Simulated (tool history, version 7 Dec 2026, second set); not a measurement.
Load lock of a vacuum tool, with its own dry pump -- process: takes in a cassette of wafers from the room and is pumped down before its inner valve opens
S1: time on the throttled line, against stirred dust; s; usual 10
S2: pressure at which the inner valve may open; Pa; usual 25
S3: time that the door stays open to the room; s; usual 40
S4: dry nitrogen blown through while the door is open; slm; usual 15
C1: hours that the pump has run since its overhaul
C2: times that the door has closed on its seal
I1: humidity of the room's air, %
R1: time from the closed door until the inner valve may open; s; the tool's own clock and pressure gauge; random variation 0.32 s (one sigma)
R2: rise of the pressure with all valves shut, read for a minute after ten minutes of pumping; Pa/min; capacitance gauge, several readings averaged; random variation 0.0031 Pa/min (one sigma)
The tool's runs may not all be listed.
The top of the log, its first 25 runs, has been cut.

run 26 hour=8870.6 | S1=11 S2=18 S3=38 S4=29 | C1=13721 C2=34920 | I1=43.2 | R1=22.6 R2=0.323
run 27 hour=9127.2 | S1=9 S2=37 S3=54 S4=26 | C1=13977 C2=35462 | I1=44.3 | R1=19.3 R2=0.342
run 28 hour=9432.7 | S1=6 S2=37 S3=63 S4=26 | C1=14283 C2=36108 | I1=45.9 | R1=17.4 R2=0.349
run 29 hour=9760.8 | S1=7 S2=37 S3=71 S4=18 | C1=14611 C2=36802 | I1=46.7 | R1=17.3 R2=0.378
run 30 hour=10116.7 | S1=10 S2=29 S3=40 S4=38 | C1=14967 C2=37555 | I1=44.3 | R1=20.4 R2=0.352
run 31 hour=10501 | S1=12 S2=29 S3=217 S4=38 | C1=15351 C2=38367 | I1=44.5 | R1=22.1 R2=0.391
run 32 hour=10903.6 | S1=12 S2=29 S3=35 S4=16 | C1=15754 C2=39219 | I1=46.5 | R1=22.7 R2=0.384
run 33 hour=11268.2 | S1=12 S2=29 S3=35 S4=16 | C1=16119 C2=39990 | I1=44.5 | R1=22.2 R2=0.404
run 34 hour=11634.4 | S1=7 S2=25 S3=40 S4=6 | C1=16485 C2=40764 | I1=47.1 | R1=18.3 R2=0.432
run 35 hour=11932.9 | S1=14 S2=36 S3=35 S4=14 | C1=16783 C2=41395 | I1=43.8 | R1=23.7 R2=0.42
run 36 hour=12180 | S1=11 S2=25 S3=40 S4=15 | C1=17030 C2=41917 | I1=41.3 | R1=21.7 R2=0.419
run 37 hour=12450 | S1=11 S2=25 S3=40 S4=5 | C1=17300 C2=42488 | I1=48 | R1=21.7 R2=0.46

3 ways to go on from here, each from the tool as it stands after run 37. What would each give?
run A hour=12869.7 | S1=10 S2=25 S3=40 S4=4 | C1=17720 C2=43376 | I1=42.6 | R1=? R2=?
run B hour=12869.7 | S1=18 S2=25 S3=34 S4=28 | C1=17720 C2=43376 | I1=45.3 | R1=? R2=?
run C hour=12869.7 | S1=11 S2=25 S3=46 S4=5 | C1=17720 C2=43376 | I1=46.6 | R1=? R2=?

run=A R1=21.3 R2=0.471
run=B R1=27.7 R2=0.438
run=C R1=21.5 R2=0.461
With no hidden state in the tool, these same runs would have given:
run=A R1=20 R2=0.079
run=B R1=26.6 R2=0.06
run=C R1=20.2 R2=0.08
